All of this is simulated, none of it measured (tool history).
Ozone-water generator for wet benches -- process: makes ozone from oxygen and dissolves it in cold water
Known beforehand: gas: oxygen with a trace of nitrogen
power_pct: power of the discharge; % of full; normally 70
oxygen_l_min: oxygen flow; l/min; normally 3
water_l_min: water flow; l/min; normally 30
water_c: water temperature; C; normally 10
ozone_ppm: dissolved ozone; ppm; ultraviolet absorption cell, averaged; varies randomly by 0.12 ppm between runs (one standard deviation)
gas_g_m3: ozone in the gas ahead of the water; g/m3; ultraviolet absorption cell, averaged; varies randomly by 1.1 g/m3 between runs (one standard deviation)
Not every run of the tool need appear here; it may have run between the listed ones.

run 1 hour=0 | power_pct=70 oxygen_l_min=3 water_l_min=30 water_c=10 | ozone_ppm=10.6 gas_g_m3=189.8
run 2 hour=103.8 | power_pct=70 oxygen_l_min=3 water_l_min=30 water_c=10 | ozone_ppm=10.5 gas_g_m3=193.3
run 3 hour=197.6 | power_pct=70 oxygen_l_min=3 water_l_min=30 water_c=10 | ozone_ppm=10.7 gas_g_m3=189
run 4 hour=262.2 | power_pct=70 oxygen_l_min=3 water_l_min=27 water_c=10 | ozone_ppm=12 gas_g_m3=190.7
run 5 hour=330.5 | power_pct=70 oxygen_l_min=3 water_l_min=27 water_c=10 | ozone_ppm=11.9 gas_g_m3=190.2
run 6 hour=384.4 | power_pct=70 oxygen_l_min=3 water_l_min=27 water_c=10 | ozone_ppm=11.9 gas_g_m3=190
run 7 hour=451.5 | power_pct=70 oxygen_l_min=3 water_l_min=27 water_c=10 | ozone_ppm=11.7 gas_g_m3=189.5
run 8 hour=509.8 | power_pct=70 oxygen_l_min=3 water_l_min=27 water_c=10 | ozone_ppm=12 gas_g_m3=189
run 9 hour=561.7 | power_pct=89 oxygen_l_min=2.19 water_l_min=30 water_c=10 | ozone_ppm=11.8 gas_g_m3=270.8
run 10 hour=605.5 | power_pct=75 oxygen_l_min=3 water_l_min=31 water_c=18 | ozone_ppm=10.5 gas_g_m3=201
-- hour=643.3 water thermometer calibrated
run 11 hour=696 | power_pct=42 oxygen_l_min=4.51 water_l_min=33 water_c=13 | ozone_ppm=6.6 gas_g_m3=100.2
run 12 hour=777.5 | power_pct=42 oxygen_l_min=1.61 water_l_min=39 water_c=13 | ozone_ppm=3.8 gas_g_m3=159.5
run 13 hour=844 | power_pct=58 oxygen_l_min=1.61 water_l_min=22 water_c=13 | ozone_ppm=9.7 gas_g_m3=212.6
run 14 hour=936.4 | power_pct=58 oxygen_l_min=1.61 water_l_min=22 water_c=13 | ozone_ppm=9.8 gas_g_m3=214.7
run 15 hour=1022.8 | power_pct=54 oxygen_l_min=3 water_l_min=30 water_c=7 | ozone_ppm=8.5 gas_g_m3=149.1
run 16 hour=1127.3 | power_pct=54 oxygen_l_min=3 water_l_min=30 water_c=7 | ozone_ppm=8.6 gas_g_m3=151.7

Consider 4 possible next runs. They are alternatives, not a sequence: every one starts from the tool as it was left by run 16. What does each give?
run A hour=1172.9 | power_pct=45 oxygen_l_min=3 water_l_min=30 water_c=16 | ozone_ppm=? gas_g_m3=?
run B hour=1172.9 | power_pct=84 oxygen_l_min=3 water_l_min=30 water_c=6 | ozone_ppm=? gas_g_m3=?
run C hour=1172.9 | power_pct=41 oxygen_l_min=2.37 water_l_min=30 water_c=18 | ozone_ppm=? gas_g_m3=?
run D hour=1172.9 | power_pct=50 oxygen_l_min=2.56 water_l_min=30 water_c=10 | ozone_ppm=? gas_g_m3=?

run=A ozone_ppm=6.9 gas_g_m3=126.8
run=B ozone_ppm=12.8 gas_g_m3=224.8
run=C ozone_ppm=5.6 gas_g_m3=131.5
run=D ozone_ppm=7.4 gas_g_m3=151.2
Take away the tool's hidden state, keep each run's random variation, and the runs would have read:
run=A ozone_ppm=6.9 gas_g_m3=126.9
run=B ozone_ppm=12.8 gas_g_m3=224.9
run=C ozone_ppm=5.6 gas_g_m3=131.5
run=D ozone_ppm=7.4 gas_g_m3=151.3
